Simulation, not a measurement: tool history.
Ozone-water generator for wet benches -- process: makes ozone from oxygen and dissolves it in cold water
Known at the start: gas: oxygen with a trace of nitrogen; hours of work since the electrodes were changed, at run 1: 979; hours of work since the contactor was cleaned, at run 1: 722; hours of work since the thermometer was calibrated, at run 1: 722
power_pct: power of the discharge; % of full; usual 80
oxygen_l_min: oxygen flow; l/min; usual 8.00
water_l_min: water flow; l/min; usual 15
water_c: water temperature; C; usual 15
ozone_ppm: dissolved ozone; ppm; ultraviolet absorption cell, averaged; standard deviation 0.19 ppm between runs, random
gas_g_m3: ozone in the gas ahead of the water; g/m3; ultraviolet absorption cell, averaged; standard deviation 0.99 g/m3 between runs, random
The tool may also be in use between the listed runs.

run   hour  power_pct  oxygen_l_min  water_l_min  water_c  hours of work since the electrodes were changed  hours of work since the contactor was cleaned  hours of work since the thermometer was calibrated  ozone_ppm  gas_g_m3
  1    0.0         80          8.00           15       15                                              979                                            722                                                 722       27.5     167.7
  2   40.5         80          8.00           15       15                                             1012                                            755                                                 755       27.7     169.8
  3   80.0         80          8.00           15       15                                             1045                                            788                                                 788       28.0     171.0
  4  132.4         80          8.00           15       15                                             1087                                            830                                                 830       27.8     168.6
  5  162.6         80          8.00           15       15                                             1112                                            855                                                 855       27.8     171.0
  6  224.1         80          8.00           15       15                                             1162                                            905                                                 905       27.7     170.1
  7  285.6         80          8.00           15       15                                             1212                                            955                                                 955       27.8     169.3
  8  321.5         80          8.00           15       15                                             1241                                            984                                                 984       27.4     169.2
  9  351.2         80          8.00           15       23                                             1266                                           1009                                                1009       23.5     166.7
 10  379.0         80          8.00           15       23                                             1288                                           1031                                                1031       23.8     168.1
 11  416.8         80          8.00           15       23                                             1319                                           1062                                                1062       23.8     168.7
 12  476.1         80          8.00           15       23                                             1367                                           1110                                                1110       23.7     169.8
 13  501.8         80          8.00           15       23                                             1388                                           1131                                                1131       23.5     167.3
 14  528.0         80          8.00           15       23                                             1410                                           1153                                                1153       23.2     168.0
 15  584.0         80          8.00           15       23                                             1455                                           1198                                                1198       23.5     169.7
 16  616.9         80          8.00           15       23                                             1482                                           1225                                                1225       23.4     170.1
 17  650.8         98         12.34           22       17                                             1510                                           1253                                                1253       21.6     147.7
 18  694.9         62         12.34           24       11                                             1546                                           1289                                                1289       17.2     109.8
 19  750.6         80         13.08           15       15                                             1591                                           1334                                                1334       24.3     125.3
 20  812.1         80         13.08           15       15                                             1641                                           1384                                                1384       24.4     124.0
 21  863.2         80         13.08           15       15                                             1683                                           1426                                                1426       24.4     125.5
 22  892.6         80          8.00           15       11                                             1707                                           1450                                                1450       29.9     167.4

For run 23, what comes out?
 23  920.0         80          8.00           15       11                                             1729                                           1472                                                1472          ?         ?

Logged for run 23: ozone_ppm 29.4 ppm, gas_g_m3 168.1 g/m3.
If the tool had no hidden condition, the same run with the same run-to-run variation would have returned ozone_ppm 29.5 ppm, gas_g_m3 170.9 g/m3.
